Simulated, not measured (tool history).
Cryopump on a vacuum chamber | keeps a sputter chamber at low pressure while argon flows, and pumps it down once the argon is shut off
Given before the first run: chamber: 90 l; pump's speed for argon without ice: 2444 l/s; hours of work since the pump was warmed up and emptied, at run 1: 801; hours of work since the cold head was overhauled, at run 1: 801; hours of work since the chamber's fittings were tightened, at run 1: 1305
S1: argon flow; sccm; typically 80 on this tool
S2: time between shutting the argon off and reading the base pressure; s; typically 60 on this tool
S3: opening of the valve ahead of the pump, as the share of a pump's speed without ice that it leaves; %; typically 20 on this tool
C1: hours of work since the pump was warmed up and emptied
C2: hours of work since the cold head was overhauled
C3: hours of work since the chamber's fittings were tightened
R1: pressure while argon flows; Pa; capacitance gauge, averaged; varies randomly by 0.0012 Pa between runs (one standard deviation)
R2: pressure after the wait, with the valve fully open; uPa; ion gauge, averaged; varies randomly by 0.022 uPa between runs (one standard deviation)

run	day	S1	S2	S3	C1	C2	C3	R1	R2
1	0	80	60	20	801	801	1305	0.2902	1.12
2	1.638	80	60	20	830	830	1334	0.2894	1.13
3	2.533	80	60	20	847	847	1351	0.2881	1.2
4	3.504	80	60	56	864	864	1368	0.1134	1.14
5	4.988	80	60	22	891	891	1395	0.267	1.19
6	5.783	80	60	22	906	906	1410	0.2672	1.2
7	7.133	80	60	22	930	930	1434	0.2677	1.21
# day 7.858: pump warmed up, emptied and cooled again
8	8.242	80	60	20	7	947	1451	0.2782	1.07
9	9.379	80	60	20	28	967	1471	0.2776	1.14
10	10.992	80	60	20	57	997	1501	0.2782	1.13
11	12.571	80	60	20	86	1025	1529	0.281	1.05
12	14.375	80	241	20	118	1058	1562	0.2796	0.75
13	16.104	80	241	20	150	1089	1593	0.2794	0.74
14	17.65	73	199	20	178	1118	1622	0.2554	0.77
15	19.238	80	55	20	207	1146	1650	0.2792	1.23
16	20.096	65	128	18	222	1162	1666	0.2527	0.88
17	21.962	80	60	50	256	1196	1700	0.1148	1.22
18	22.912	80	60	50	274	1213	1717	0.1156	1.19
19	23.958	50	60	50	293	1232	1736	0.0721	1.19
20	25.625	41	294	16	323	1262	1766	0.1802	0.8
21	27	45	21	19	348	1287	1791	0.1683	2.25

Forecast each of these 3 alternatives for the next run:
A	28.692	79	101	20	379	1318	1822	?	?
B	28.692	41	83	20	379	1318	1822	?	?
C	28.692	80	228	32	379	1318	1822	?	?

run	R1	R2
A	0.279	1.05
B	0.1453	1.07
C	0.1785	0.84
What these runs would have given with no unlogged condition in the tool:
run	R1	R2
A	0.2728	0.49
B	0.1421	0.51
C	0.1721	0.29
